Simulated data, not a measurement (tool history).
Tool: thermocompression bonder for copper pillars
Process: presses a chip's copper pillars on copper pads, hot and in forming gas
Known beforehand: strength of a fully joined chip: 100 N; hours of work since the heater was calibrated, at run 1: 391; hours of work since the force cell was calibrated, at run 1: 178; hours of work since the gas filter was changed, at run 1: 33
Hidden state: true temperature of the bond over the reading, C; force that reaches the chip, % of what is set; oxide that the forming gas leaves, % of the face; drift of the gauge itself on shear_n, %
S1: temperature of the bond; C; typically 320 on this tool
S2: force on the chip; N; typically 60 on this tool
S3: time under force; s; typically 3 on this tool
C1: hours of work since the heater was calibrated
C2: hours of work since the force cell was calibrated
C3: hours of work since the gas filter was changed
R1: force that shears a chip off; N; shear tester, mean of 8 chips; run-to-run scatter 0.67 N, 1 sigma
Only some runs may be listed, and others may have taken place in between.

run 1 day=0.000 | S1=320 S2=60 S3=3 | C1=391 C2=178 C3=33 | R1=41.5
run 2 day=0.550 | S1=320 S2=60 S3=2 | C1=398 C2=185 C3=41 | R1=34.7
run 3 day=1.129 | S1=320 S2=60 S3=3 | C1=406 C2=193 C3=48 | R1=41.0
run 4 day=1.804 | S1=320 S2=60 S3=3 | C1=415 C2=202 C3=57 | R1=41.2
run 5 day=2.629 | S1=320 S2=60 S3=6 | C1=426 C2=213 C3=68 | R1=50.9
run 6 day=3.012 | S1=320 S2=60 S3=6 | C1=432 C2=218 C3=74 | R1=51.9
run 7 day=3.662 | S1=320 S2=60 S3=6 | C1=440 C2=227 C3=82 | R1=50.9
run 8 day=4.383 | S1=320 S2=41 S3=3 | C1=450 C2=237 C3=92 | R1=27.2
run 9 day=4.958 | S1=320 S2=41 S3=3 | C1=458 C2=244 C3=100 | R1=25.9
run 10 day=5.812 | S1=320 S2=60 S3=3 | C1=469 C2=256 C3=111 | R1=39.5
run 11 day=6.579 | S1=344 S2=60 S3=3 | C1=479 C2=266 C3=121 | R1=52.0
run 12 day=7.304 | S1=344 S2=60 S3=3 | C1=489 C2=276 C3=131 | R1=51.2
-- day=7.458 forming gas filter changed
run 13 day=7.971 | S1=344 S2=45 S3=3 | C1=498 C2=285 C3=7 | R1=43.3
run 14 day=8.571 | S1=320 S2=60 S3=4 | C1=506 C2=293 C3=15 | R1=45.1
run 15 day=9.038 | S1=320 S2=60 S3=4 | C1=512 C2=299 C3=21 | R1=45.0
run 16 day=9.479 | S1=320 S2=60 S3=4 | C1=518 C2=305 C3=27 | R1=45.5
run 17 day=10.267 | S1=320 S2=60 S3=3 | C1=529 C2=315 C3=38 | R1=40.3
run 18 day=10.746 | S1=320 S2=60 S3=3 | C1=535 C2=322 C3=44 | R1=40.8
run 19 day=11.454 | S1=320 S2=60 S3=3 | C1=544 C2=331 C3=54 | R1=40.1
run 20 day=12.117 | S1=320 S2=42 S3=3 | C1=553 C2=340 C3=62 | R1=28.2
run 21 day=12.983 | S1=320 S2=42 S3=3 | C1=565 C2=352 C3=74 | R1=26.6
run 22 day=13.467 | S1=313 S2=63 S3=2 | C1=571 C2=358 C3=81 | R1=31.5
run 23 day=14.242 | S1=297 S2=44 S3=8 | C1=582 C2=369 C3=91 | R1=29.3
run 24 day=14.858 | S1=318 S2=40 S3=3 | C1=590 C2=377 C3=99 | R1=24.1
run 25 day=15.638 | S1=297 S2=40 S3=4 | C1=601 C2=387 C3=110 | R1=19.7
run 26 day=16.471 | S1=297 S2=70 S3=4 | C1=612 C2=399 C3=121 | R1=33.9
run 27 day=16.933 | S1=342 S2=85 S3=4 | C1=618 C2=405 C3=127 | R1=69.2
-- day=17.388 forming gas filter changed
run 28 day=17.654 | S1=292 S2=85 S3=4 | C1=627 C2=414 C3=4 | R1=40.6
run 29 day=18.475 | S1=318 S2=65 S3=3 | C1=638 C2=425 C3=15 | R1=43.6
run 30 day=19.088 | S1=318 S2=65 S3=3 | C1=647 C2=433 C3=23 | R1=41.8
run 31 day=19.717 | S1=301 S2=48 S3=2 | C1=655 C2=442 C3=31 | R1=18.4
run 32 day=20.304 | S1=301 S2=48 S3=2 | C1=663 C2=450 C3=39 | R1=19.7
run 33 day=20.712 | S1=320 S2=54 S3=7 | C1=668 C2=455 C3=45 | R1=48.8
run 34 day=21.108 | S1=307 S2=60 S3=7 | C1=674 C2=460 C3=50 | R1=44.6
run 35 day=21.854 | S1=307 S2=60 S3=7 | C1=684 C2=470 C3=60 | R1=42.2
run 36 day=22.312 | S1=320 S2=74 S3=9 | C1=690 C2=477 C3=66 | R1=65.3
run 37 day=22.762 | S1=341 S2=81 S3=3 | C1=696 C2=483 C3=72 | R1=63.8
run 38 day=23.250 | S1=341 S2=81 S3=3 | C1=702 C2=489 C3=79 | R1=63.0
run 39 day=23.904 | S1=320 S2=60 S3=5 | C1=711 C2=498 C3=87 | R1=45.7
run 40 day=24.458 | S1=320 S2=60 S3=5 | C1=719 C2=505 C3=95 | R1=45.7
run 41 day=25.188 | S1=320 S2=60 S3=5 | C1=728 C2=515 C3=105 | R1=44.2

Same runs, no hidden state in the tool, same run-to-run variation:
run=1 R1=45.6
run=2 R1=38.4
run=3 R1=45.4
run=4 R1=45.9
run=5 R1=56.8
run=6 R1=58.0
run=7 R1=57.3
run=8 R1=31.3
run=9 R1=30.3
run=10 R1=45.7
run=11 R1=59.5
run=12 R1=59.2
run=13 R1=47.4
run=14 R1=49.8
run=15 R1=50.0
run=16 R1=50.7
run=17 R1=45.3
run=18 R1=46.0
run=19 R1=45.7
run=20 R1=32.7
run=21 R1=31.3
run=22 R1=37.0
run=23 R1=34.9
run=24 R1=28.9
run=25 R1=24.1
run=26 R1=41.2
run=27 R1=79.2
run=28 R1=46.2
run=29 R1=49.2
run=30 R1=47.6
run=31 R1=21.9
run=32 R1=23.3
run=33 R1=55.7
run=34 R1=51.7
run=35 R1=49.4
run=36 R1=73.8
run=37 R1=72.1
run=38 R1=71.5
run=39 R1=54.0
run=40 R1=54.2
run=41 R1=53.0
